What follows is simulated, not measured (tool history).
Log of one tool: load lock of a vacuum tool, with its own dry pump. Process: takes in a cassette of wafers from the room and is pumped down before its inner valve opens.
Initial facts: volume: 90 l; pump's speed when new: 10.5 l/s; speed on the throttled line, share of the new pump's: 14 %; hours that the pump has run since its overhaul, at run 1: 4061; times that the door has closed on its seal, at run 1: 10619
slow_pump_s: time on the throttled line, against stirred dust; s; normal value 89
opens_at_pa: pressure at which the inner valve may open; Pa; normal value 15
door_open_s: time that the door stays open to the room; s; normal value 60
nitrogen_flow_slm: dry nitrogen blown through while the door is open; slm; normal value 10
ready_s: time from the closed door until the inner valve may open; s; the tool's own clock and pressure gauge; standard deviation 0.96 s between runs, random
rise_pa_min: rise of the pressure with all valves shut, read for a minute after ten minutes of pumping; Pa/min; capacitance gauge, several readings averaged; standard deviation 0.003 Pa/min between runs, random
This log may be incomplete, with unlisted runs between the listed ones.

run    hour  slow_pump_s  opens_at_pa  door_open_s  nitrogen_flow_slm  hours that the pump has run since its overhaul  times that the door has closed on its seal  incoming humidity of the room's air, %  ready_s  rise_pa_min
  1       0           89           15           60                 10                                            4061                                       10619                                    46.1      158        0.097
  2   140.7           89           15           60                 10                                            4202                                       11264                                      43    159.4        0.105
  3   219.3           89           15           60                 10                                            4281                                       11624                                    44.6    159.5        0.109
  4   290.1           89           15           60                 10                                            4351                                       11949                                    45.4    160.2        0.116
  5   359.7           89           14           60                 10                                            4421                                       12268                                    45.4    158.6         0.12
  6   464.7           89           13           60                 10                                            4526                                       12750                                    42.2    162.3        0.121
  7   626.4           89           13           60                 10                                            4688                                       13492                                    45.4    161.5        0.133
  8   730.9           89           15           60                 10                                            4792                                       13971                                    47.1    159.2        0.137
  9   883.9           59           15           60                 10                                            4945                                       14673                                    45.7    135.9        0.147
 10   992.7           59           15           60                 10                                            5054                                       15172                                    46.3    135.7        0.157
 11  1136.3           89           15          161                 10                                            5198                                       15831                                    44.3      160        0.167
 12  1222.8           89           15          161                 10                                            5284                                       16227                                      44    160.1        0.171
 13  1316.9           89           15           60                 10                                            5378                                       16659                                      44    161.2        0.171
 14  1472.5           89           15           60                 10                                            5534                                       17373                                    44.3    161.7        0.183
 15  1597.9           68           15          117                 10                                            5659                                       17948                                    42.1    145.5        0.197
 16  1675.3           68           15          117                 10                                            5737                                       18303                                    42.8    143.7        0.203
 17  1831.9           57           15          147                 10                                            5893                                       19021                                    49.1    133.5        0.217
 18  1970.6           57           15          147                 10                                            6032                                       19657                                    46.9    134.9        0.224
 19  2130.5           57           15          147                 10                                            6192                                       20391                                    44.6    134.5        0.234
 20  2252.6          107           19           29                 10                                            6314                                       20951                                    44.4    176.9        0.235
 21  2323.9          107           19           29                 10                                            6385                                       21278                                    46.7    176.4        0.234
 22  2448.4           66           26           29                 10                                            6510                                       21849                                    45.5    139.1        0.247
 23  2553.6           66           26           29                 10                                            6615                                       22331                                    45.8    137.8        0.244
 24  2706.7           66           26           29                 10                                            6768                                       23034                                    44.8    139.8        0.258
 25  2843.9          127           12          162                 16                                            6905                                       23663                                    44.7    198.1        0.276
 26  2915.9          127           12          162                 16                                            6977                                       23993                                      46    196.1        0.283
 27  3006.3           58           16           26                 10                                            7068                                       24408                                    45.6    136.8        0.286
 28  3089.6           89           15          208                 10                                            7151                                       24790                                    45.7    163.4        0.307

Alternative continuations, all from the tool just after run 28; predict every row:
  A  3175.9           81           14          228                 10                                            7237                                       25185                                    43.5        ?            ?
  B  3175.9           50           15          188                 10                                            7237                                       25185                                    40.2        ?            ?
  C  3175.9           54           14           60                 10                                            7237                                       25185                                    43.5        ?            ?

run  ready_s  rise_pa_min
  A    158.2         0.32
  B    131.1         0.32
  C    135.4        0.303
The same runs, with their run-to-run variation unchanged, on a tool lacking any hidden condition would have given:
run  ready_s  rise_pa_min
  A    146.4        0.038
  B    118.7        0.032
  C    122.8        0.018

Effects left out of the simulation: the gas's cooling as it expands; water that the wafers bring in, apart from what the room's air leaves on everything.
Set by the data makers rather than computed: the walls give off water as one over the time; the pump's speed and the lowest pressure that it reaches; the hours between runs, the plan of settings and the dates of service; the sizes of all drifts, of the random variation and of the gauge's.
